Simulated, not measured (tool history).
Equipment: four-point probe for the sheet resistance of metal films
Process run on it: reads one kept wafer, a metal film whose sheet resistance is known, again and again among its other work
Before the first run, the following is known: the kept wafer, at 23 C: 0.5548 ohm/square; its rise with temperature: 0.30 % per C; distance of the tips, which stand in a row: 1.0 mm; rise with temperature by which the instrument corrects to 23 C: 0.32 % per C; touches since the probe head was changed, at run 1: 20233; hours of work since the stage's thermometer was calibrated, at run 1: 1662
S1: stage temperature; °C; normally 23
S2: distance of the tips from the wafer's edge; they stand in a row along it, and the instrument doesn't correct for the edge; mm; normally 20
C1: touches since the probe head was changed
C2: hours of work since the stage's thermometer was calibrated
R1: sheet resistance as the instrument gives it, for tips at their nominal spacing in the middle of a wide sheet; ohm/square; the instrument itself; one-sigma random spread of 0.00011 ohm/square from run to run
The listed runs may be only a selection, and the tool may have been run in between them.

run,hour,S1,S2,C1,C2,R1
1,0.0,23,20,20233,1662,0.556516
2,27.9,23,20,20956,1682,0.556670
3,57.7,30,20,21728,1704,0.555823
4,87.5,28,20,22501,1725,0.556044
5,122.4,32,20,23407,1750,0.555610
6,137.5,23,20,23796,1761,0.556553
7,154.9,23,20,24249,1774,0.556224
8,181.7,23,20,24943,1793,0.556066
9,199.0,23,20,25391,1806,0.556267
10,225.7,23,20,26084,1825,0.556331
11,259.4,23,20,26958,1849,0.556229
12,288.9,23,20,27721,1871,0.556299
13,320.0,23,20,28528,1893,0.556512
14,340.2,23,20,29052,1908,0.556442
15,371.4,23,20,29861,1930,0.556126
16,390.5,23,20,30355,1944,0.556238
17,408.9,23,20,30832,1957,0.556351
18,441.1,23,20,31666,1981,0.556201
19,471.5,23,20,32455,2003,0.556255
20,490.8,23,47,32955,2017,0.555664
21,509.3,23,47,33435,2030,0.555583
22,533.7,33,20,34067,2048,0.555584
23,548.1,33,20,34440,2058,0.555467
24,566.6,33,20,34919,2071,0.555598
25,593.3,33,7,35610,2091,0.560656
26,613.9,32,17,36145,2106,0.555957
27,636.5,20,39,36731,2122,0.555875
28,651.9,29,39,37130,2133,0.555354
29,678.3,23,22,37814,2152,0.556093
30,695.1,23,22,38250,2164,0.556176
31,716.6,27,19,38807,2180,0.556086
32,750.1,27,19,39676,2204,0.555985
33,772.5,27,19,40255,2220,0.556110
34,795.9,29,3,40863,2237,0.586318
35,812.3,29,3,41288,2249,0.586080
36,831.4,26,45,41782,2263,0.555334
37,853.4,29,30,42352,2279,0.555176
38,885.5,29,30,43184,2302,0.555416

Run 39, settings as shown, results not yet in. Your forecast:
39,919.5,26,10,44067,2326,?

R1: 0.558216 ohm/square
The same run, on a tool lacking any hidden state, would have yielded R1 0.557596 ohm/square.
